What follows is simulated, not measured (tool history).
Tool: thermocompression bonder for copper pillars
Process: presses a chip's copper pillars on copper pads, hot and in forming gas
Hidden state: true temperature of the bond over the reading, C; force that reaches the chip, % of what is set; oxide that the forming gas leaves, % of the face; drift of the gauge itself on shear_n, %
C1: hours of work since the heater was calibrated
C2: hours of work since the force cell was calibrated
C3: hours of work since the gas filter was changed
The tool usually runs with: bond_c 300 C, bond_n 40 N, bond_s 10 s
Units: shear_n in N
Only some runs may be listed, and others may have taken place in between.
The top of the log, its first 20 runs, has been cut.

run 21 hour=643.9 | bond_c=312 bond_n=37 bond_s=10 | C1=1052 C2=208 C3=215 | shear_n=45.4
run 22 hour=670.7 | bond_c=312 bond_n=38 bond_s=10 | C1=1073 C2=228 C3=236 | shear_n=46.3
run 23 hour=689.4 | bond_c=280 bond_n=45 bond_s=10 | C1=1087 C2=243 C3=250 | shear_n=38.4
run 24 hour=714.1 | bond_c=280 bond_n=45 bond_s=10 | C1=1107 C2=262 C3=270 | shear_n=38.3
-- hour=731.6 heater calibrated with a thermocouple chip
run 25 hour=745 | bond_c=290 bond_n=40 bond_s=12 | C1=10 C2=285 C3=292 | shear_n=41.6
run 26 hour=771.6 | bond_c=276 bond_n=35 bond_s=13 | C1=31 C2=306 C3=313 | shear_n=35.1
run 27 hour=798.1 | bond_c=276 bond_n=35 bond_s=13 | C1=52 C2=326 C3=334 | shear_n=34.5
run 28 hour=839.4 | bond_c=276 bond_n=35 bond_s=13 | C1=84 C2=359 C3=366 | shear_n=34.2
-- hour=846.8 forming gas filter changed
run 29 hour=874.9 | bond_c=300 bond_n=40 bond_s=28 | C1=112 C2=386 C3=22 | shear_n=59.6
run 30 hour=895.6 | bond_c=300 bond_n=40 bond_s=28 | C1=128 C2=402 C3=38 | shear_n=60.3
run 31 hour=913.7 | bond_c=300 bond_n=40 bond_s=28 | C1=142 C2=416 C3=52 | shear_n=59.5
run 32 hour=933.2 | bond_c=310 bond_n=25 bond_s=29 | C1=157 C2=432 C3=68 | shear_n=52.4
run 33 hour=957.6 | bond_c=285 bond_n=40 bond_s=7 | C1=176 C2=451 C3=87 | shear_n=32.5
run 34 hour=989 | bond_c=300 bond_n=45 bond_s=13 | C1=201 C2=475 C3=111 | shear_n=50.9
run 35 hour=1030 | bond_c=300 bond_n=45 bond_s=13 | C1=233 C2=507 C3=143 | shear_n=50.3
run 36 hour=1066.4 | bond_c=300 bond_n=45 bond_s=13 | C1=261 C2=536 C3=172 | shear_n=50.8
run 37 hour=1098 | bond_c=300 bond_n=45 bond_s=13 | C1=286 C2=560 C3=196 | shear_n=49.5
run 38 hour=1118 | bond_c=324 bond_n=45 bond_s=5 | C1=302 C2=576 C3=212 | shear_n=44.9
run 39 hour=1144.6 | bond_c=281 bond_n=39 bond_s=16 | C1=322 C2=597 C3=233 | shear_n=42.4

Forecast each of these 3 alternatives for the next run:
run A hour=1180.7 | bond_c=274 bond_n=34 bond_s=21 | C1=351 C2=625 C3=261 | shear_n=?
run B hour=1180.7 | bond_c=281 bond_n=34 bond_s=13 | C1=351 C2=625 C3=261 | shear_n=?
run C hour=1180.7 | bond_c=281 bond_n=39 bond_s=27 | C1=351 C2=625 C3=261 | shear_n=?

run=A shear_n=39.9
run=B shear_n=35.8
run=C shear_n=50.3
Without the tool's hidden state the same runs would have given:
run=A shear_n=39.8
run=B shear_n=35.7
run=C shear_n=50.2
